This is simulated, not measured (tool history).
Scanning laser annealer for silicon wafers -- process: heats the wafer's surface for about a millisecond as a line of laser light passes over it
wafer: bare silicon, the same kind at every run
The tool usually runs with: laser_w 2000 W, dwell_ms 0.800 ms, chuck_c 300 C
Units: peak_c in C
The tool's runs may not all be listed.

run	hour	laser_w	dwell_ms	chuck_c	peak_c
1	0.0	2000	0.800	300	1021
2	9.2	2000	0.800	300	1019
3	18.7	2000	0.800	300	1018
4	28.6	2000	0.686	300	975
5	37.1	2000	0.586	300	927
6	42.5	2000	0.586	300	929
7	50.3	2000	0.586	300	925
8	57.7	1729	0.800	300	931
9	63.8	1729	0.800	300	930
10	71.5	1992	0.800	300	1015
11	79.7	1992	0.800	267	983
12	88.8	2000	0.800	300	1023
13	97.4	1726	0.800	300	929
14	102.2	1726	0.800	300	931
15	107.1	2000	0.800	300	1024
16	117.0	2000	0.682	300	970
17	122.8	2000	0.800	261	983
18	132.3	2000	0.800	261	983
19	139.8	2000	0.800	300	1021
20	149.2	2000	0.800	300	1016
21	154.4	2000	0.800	300	1019
22	163.2	1847	0.566	300	873
23	168.7	1881	0.783	293	972
24	177.3	2000	0.930	300	1065
25	187.4	2066	0.800	300	1043

The next listed run, before its measurement:
26	196.6	2066	0.633	269	?

{"run 26": {"peak_c": 941}}
If the tool had no hidden condition, the same run with the same run-to-run variation would have returned peak_c 942 C.
